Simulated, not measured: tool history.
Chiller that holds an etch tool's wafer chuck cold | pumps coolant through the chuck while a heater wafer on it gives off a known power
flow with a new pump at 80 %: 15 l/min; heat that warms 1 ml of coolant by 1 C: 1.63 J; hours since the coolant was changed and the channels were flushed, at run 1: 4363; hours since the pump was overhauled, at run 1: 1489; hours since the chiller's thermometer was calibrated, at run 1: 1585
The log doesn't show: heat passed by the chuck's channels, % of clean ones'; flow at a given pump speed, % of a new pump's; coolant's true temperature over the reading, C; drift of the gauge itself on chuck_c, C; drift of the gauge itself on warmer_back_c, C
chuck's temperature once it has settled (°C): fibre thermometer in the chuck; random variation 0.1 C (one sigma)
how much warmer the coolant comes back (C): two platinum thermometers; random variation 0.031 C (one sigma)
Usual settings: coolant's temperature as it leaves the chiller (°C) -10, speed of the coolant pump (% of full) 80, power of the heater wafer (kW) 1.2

run    hour  coolant's temperature as it leaves the chiller (°C)  speed of the coolant pump (% of full)  power of the heater wafer (kW)  hours since the coolant was changed and the channels were flushed  hours since the pump was overhauled  hours since the chiller's thermometer was calibrated  chuck's temperature once it has settled (°C)  how much warmer the coolant comes back (C)
  1       0                                                  -10                                     80                             1.2                                                               4363                                 1489                                                  1585                                           3.2                                        3.05
  2    45.9                                                  -10                                     80                             1.2                                                               4409                                 1535                                                  1631                                           2.9                                        3.05
  3   120.3                                                  -10                                     80                           1.351                                                               4483                                 1609                                                  1706                                           4.6                                         3.4
  4   158.2                                                  -10                                     80                           1.351                                                               4521                                 1647                                                  1744                                           4.8                                         3.4
  5   190.9                                                  -10                                     80                           1.092                                                               4554                                 1680                                                  1776                                           2.1                                        2.72
  6     269                                                  -10                                     80                           1.092                                                               4632                                 1758                                                  1854                                           2.2                                        2.74
  7   338.8                                                  -10                                     73                             1.2                                                               4702                                 1828                                                  1924                                           4.4                                        3.29
  8   414.8                                                  -10                                     80                             1.2                                                               4778                                 1904                                                  2000                                           3.1                                        3.08
  9   454.1                                                  -10                                     80                             1.2                                                               4817                                 1943                                                  2039                                           3.4                                        3.02
 10   490.2                                                  -10                                     80                             1.2                                                               4853                                 1979                                                  2076                                           3.3                                        2.99
 11   558.9                                                  -10                                     96                             1.2                                                               4922                                 2048                                                  2144                                           1.3                                        2.46
 12   600.3                                                  -10                                     96                             1.2                                                               4963                                 2089                                                  2186                                           1.2                                        2.47
 13     672                                                  -10                                     96                             1.2                                                               5035                                 2161                                                  2257                                           1.3                                        2.45
 14   720.3                                                  -10                                     80                           1.652                                                               5083                                 2209                                                  2306                                           8.4                                        4.22
 15   781.8                                                  -10                                     80                           1.652                                                               5145                                 2271                                                  2367                                           8.4                                        4.22
 16   848.6                                                  -17                                     80                           1.125                                                               5212                                 2338                                                  2434                                          -4.5                                        2.81
      855.5  -- chiller's thermometer calibrated
 17   917.5                                                  -17                                     80                           1.125                                                               5280                                 2406                                                    62                                          -4.1                                        2.88
 18   976.9                                                  -17                                     80                           1.125                                                               5339                                 2465                                                   121                                            -4                                        2.88
 19  1026.3                                                  -10                                     72                             1.2                                                               5388                                 2514                                                   171                                           5.1                                        3.38
 20    1067                                                  -10                                     72                             1.2                                                               5429                                 2555                                                   212                                           5.1                                        3.42
 21  1117.7                                                  -12                                     69                           1.791                                                               5480                                 2606                                                   262                                          11.4                                        5.41
 22    1158                                                  -11                                     69                           1.454                                                               5520                                 2646                                                   303                                           8.1                                        4.44
 23  1196.6                                                  -11                                     61                           1.454                                                               5559                                 2685                                                   341                                          10.5                                        5.08
     1200.8  -- chiller's thermometer calibrated, once more
 24  1264.8                                                  -11                                     61                           1.454                                                               5626                                 2752                                                    64                                          10.2                                        5.04
 25  1330.9                                                  -11                                     61                           1.454                                                               5692                                 2818                                                   130                                          10.3                                        5.04

The next listed run, before its measurement:
 26  1407.8                                                  -11                                     61                           1.454                                                               5769                                 2895                                                   207                                             ?                                           ?

{"run 26": {"chuck's temperature once it has settled (°C)": 10.2, "how much warmer the coolant comes back (C)": 5.08}}
Without the tool's hidden state the same run would have given chuck's temperature once it has settled (°C) 7.3, how much warmer the coolant comes back (C) 4.85.
